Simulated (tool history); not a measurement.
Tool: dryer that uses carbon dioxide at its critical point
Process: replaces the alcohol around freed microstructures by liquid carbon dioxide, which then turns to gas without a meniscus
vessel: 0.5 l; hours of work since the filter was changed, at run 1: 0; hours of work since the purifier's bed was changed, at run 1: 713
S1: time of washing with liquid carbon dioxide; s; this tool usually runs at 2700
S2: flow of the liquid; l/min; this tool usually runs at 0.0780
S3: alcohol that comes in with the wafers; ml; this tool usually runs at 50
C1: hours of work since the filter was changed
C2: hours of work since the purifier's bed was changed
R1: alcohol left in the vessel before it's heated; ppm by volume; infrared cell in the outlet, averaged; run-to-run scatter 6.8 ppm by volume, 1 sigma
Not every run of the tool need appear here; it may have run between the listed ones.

| run | hour | S1 | S2 | S3 | C1 | C2 | R1 |
|---|---|---|---|---|---|---|---|
| 1 | 0.0 | 2700 | 0.0780 | 50 | 0 | 713 | 450 |
| 2 | 46.6 | 1680 | 0.0780 | 50 | 15 | 728 | 3015 |
| 3 | 94.1 | 1680 | 0.0780 | 50 | 31 | 744 | 3161 |
| 4 | 121.7 | 1680 | 0.0780 | 50 | 40 | 753 | 3166 |
| 5 | 153.9 | 1680 | 0.0780 | 50 | 50 | 763 | 3262 |
| 6 | 206.8 | 2700 | 0.0780 | 50 | 68 | 780 | 583 |
| 7 | 255.6 | 2700 | 0.0780 | 50 | 84 | 796 | 613 |
| 8 | 282.8 | 2700 | 0.0780 | 50 | 93 | 805 | 635 |
| 9 | 315.9 | 2700 | 0.0780 | 102 | 103 | 816 | 1180 |
| 10 | 370.6 | 2700 | 0.0780 | 102 | 121 | 834 | 1261 |
| 11 | 412.5 | 1620 | 0.0780 | 102 | 135 | 848 | 9335 |
| 12 | 456.4 | 1620 | 0.0780 | 102 | 149 | 862 | 9861 |
| 13 | 500.8 | 1620 | 0.0770 | 102 | 164 | 877 | 10417 |
| 14 | 547.1 | 2700 | 0.0780 | 50 | 179 | 892 | 863 |
| 15 | 584.9 | 2700 | 0.0780 | 50 | 192 | 904 | 902 |
| 16 | 614.6 | 2700 | 0.0780 | 50 | 201 | 914 | 940 |
| 17 | 656.4 | 2700 | 0.0780 | 50 | 215 | 928 | 976 |
|  | 675.5 | inlet filter changed |
| 18 | 700.2 | 2700 | 0.0780 | 50 | 8 | 942 | 498 |
| 19 | 750.5 | 2700 | 0.0530 | 50 | 25 | 958 | 2162 |
| 20 | 779.2 | 2700 | 0.0646 | 50 | 34 | 968 | 1111 |
| 21 | 811.9 | 2700 | 0.0780 | 26 | 45 | 978 | 381 |
| 22 | 847.3 | 2940 | 0.0780 | 50 | 56 | 990 | 445 |
| 23 | 891.2 | 2940 | 0.0780 | 50 | 71 | 1004 | 466 |
| 24 | 914.9 | 1860 | 0.1310 | 108 | 78 | 1012 | 691 |
| 25 | 944.4 | 1920 | 0.1310 | 108 | 88 | 1022 | 631 |
| 26 | 974.4 | 1920 | 0.1177 | 114 | 98 | 1032 | 1046 |
| 27 | 1008.6 | 2880 | 0.0780 | 50 | 109 | 1043 | 553 |
| 28 | 1037.4 | 2880 | 0.0780 | 50 | 119 | 1052 | 576 |
| 29 | 1071.7 | 2580 | 0.0633 | 50 | 130 | 1063 | 1900 |
| 30 | 1109.0 | 2580 | 0.0633 | 50 | 142 | 1076 | 1977 |
| 31 | 1152.8 | 2340 | 0.0815 | 30 | 156 | 1090 | 799 |
|  | 1169.7 | purifier's bed changed |
| 32 | 1200.4 | 2340 | 0.0833 | 34 | 171 | 10 | 672 |
| 33 | 1257.0 | 2400 | 0.0512 | 84 | 190 | 29 | 8849 |
| 34 | 1286.2 | 3000 | 0.0512 | 101 | 199 | 38 | 5237 |
| 35 | 1342.2 | 2700 | 0.1271 | 54 | 217 | 57 | 67 |
|  | 1352.2 | inlet filter changed |
| 36 | 1375.5 | 2700 | 0.1271 | 54 | 8 | 67 | 38 |
| 37 | 1416.8 | 2700 | 0.1271 | 54 | 21 | 81 | 34 |
| 38 | 1445.5 | 1860 | 0.0580 | 77 | 31 | 90 | 8311 |
| 39 | 1472.0 | 3600 | 0.0585 | 77 | 39 | 99 | 577 |
| 40 | 1511.2 | 3600 | 0.0585 | 77 | 52 | 112 | 590 |
| 41 | 1569.0 | 3600 | 0.0585 | 77 | 71 | 130 | 631 |
| 42 | 1600.9 | 3600 | 0.0585 | 77 | 81 | 141 | 672 |
| 43 | 1626.4 | 2700 | 0.0780 | 44 | 90 | 149 | 453 |
| 44 | 1673.7 | 2700 | 0.1082 | 78 | 105 | 165 | 144 |
| 45 | 1720.2 | 2700 | 0.0598 | 31 | 121 | 180 | 1063 |
| 46 | 1777.8 | 2340 | 0.0598 | 31 | 139 | 199 | 1954 |

Hidden condition of the tool, last listed run before each entry between runs versus first listed run after:
Between runs 17 and 18: inlet filter changed (hour 675.5)
  flow that reaches the vessel past the clogged filter, %: 83.2 -> 99.2; alcohol in the recycled carbon dioxide, ppm: 186.5 -> 189.1
  difference, measured minus the result without the unlogged condition, R1: +672 -> +197 ppm by volume
Between runs 31 and 32: purifier's bed changed (hour 1169.7)
  flow that reaches the vessel past the clogged filter, %: 87.9 -> 86.8; alcohol in the recycled carbon dioxide, ppm: 218.2 -> 7.8
  difference, measured minus the result without the unlogged condition, R1: +487 -> +339 ppm by volume
Between runs 35 and 36: inlet filter changed (hour 1352.2)
  flow that reaches the vessel past the clogged filter, %: 83.4 -> 99.2; alcohol in the recycled carbon dioxide, ppm: 16.8 -> 18.7
  difference, measured minus the result without the unlogged condition, R1: +52 -> +14 ppm by volume
